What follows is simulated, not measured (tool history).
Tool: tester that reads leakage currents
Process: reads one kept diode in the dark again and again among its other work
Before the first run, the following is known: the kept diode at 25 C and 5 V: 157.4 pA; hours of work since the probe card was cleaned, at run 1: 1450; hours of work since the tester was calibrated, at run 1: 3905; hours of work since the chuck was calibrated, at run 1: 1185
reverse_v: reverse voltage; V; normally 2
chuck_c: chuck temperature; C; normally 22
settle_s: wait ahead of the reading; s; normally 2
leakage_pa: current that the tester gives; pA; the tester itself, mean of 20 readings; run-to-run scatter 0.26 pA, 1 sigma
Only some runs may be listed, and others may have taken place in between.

| run | hour | reverse_v | chuck_c | settle_s | hours of work since the probe card was cleaned | hours of work since the tester was calibrated | hours of work since the chuck was calibrated | leakage_pa |
|---|---|---|---|---|---|---|---|---|
| 1 | 0 | 2 | 22 | 2 | 1450 | 3905 | 1185 | 96.06 |
|  | 54 | tester calibrated |
|  | 153.7 | probe card cleaned and baked |
| 2 | 180.7 | 2 | 22 | 2 | 21 | 96 | 1321 | 90.78 |
| 3 | 267.6 | 2 | 22 | 2 | 88 | 163 | 1388 | 92.77 |
| 4 | 358.6 | 2 | 22 | 2 | 158 | 233 | 1458 | 93.45 |
| 5 | 453.4 | 2 | 22 | 2 | 232 | 306 | 1532 | 93.38 |
| 6 | 529.2 | 2 | 27 | 2 | 290 | 365 | 1590 | 139.59 |
|  | 563.7 | chuck's temperature calibrated |
| 7 | 618.1 | 3.05 | 22 | 1.49 | 358 | 432 | 42 | 102.74 |
| 8 | 736.4 | 2 | 22 | 6.5 | 449 | 524 | 133 | 86.33 |
| 9 | 897.9 | 2 | 22 | 6.5 | 574 | 649 | 258 | 87.22 |
| 10 | 1044.2 | 15.52 | 51 | 0.96 | 687 | 762 | 371 | 1762.62 |
| 11 | 1150.7 | 1.16 | 38 | 3.37 | 769 | 844 | 454 | 243.48 |

Consider 4 possible next runs. They are alternatives, not a sequence: every one starts from the tool as it was left by run 11. What does each give?
| A | 1236.4 | 1.16 | 35 | 3.37 | 836 | 910 | 520 | ? |
| B | 1236.4 | 10.05 | 50 | 1.09 | 836 | 910 | 520 | ? |
| C | 1236.4 | 1.16 | 28 | 1.28 | 836 | 910 | 520 | ? |
| D | 1236.4 | 9.3 | 20 | 2.02 | 836 | 910 | 520 | ? |

| run | leakage_pa |
|---|---|
| A | 195.81 |
| B | 1384.46 |
| C | 114.3 |
| D | 145.49 |
Without the tool's unlogged condition, the same runs would have read:
| run | leakage_pa |
|---|---|
| A | 190.65 |
| B | 1348.8 |
| C | 110.82 |
| D | 134.8 |
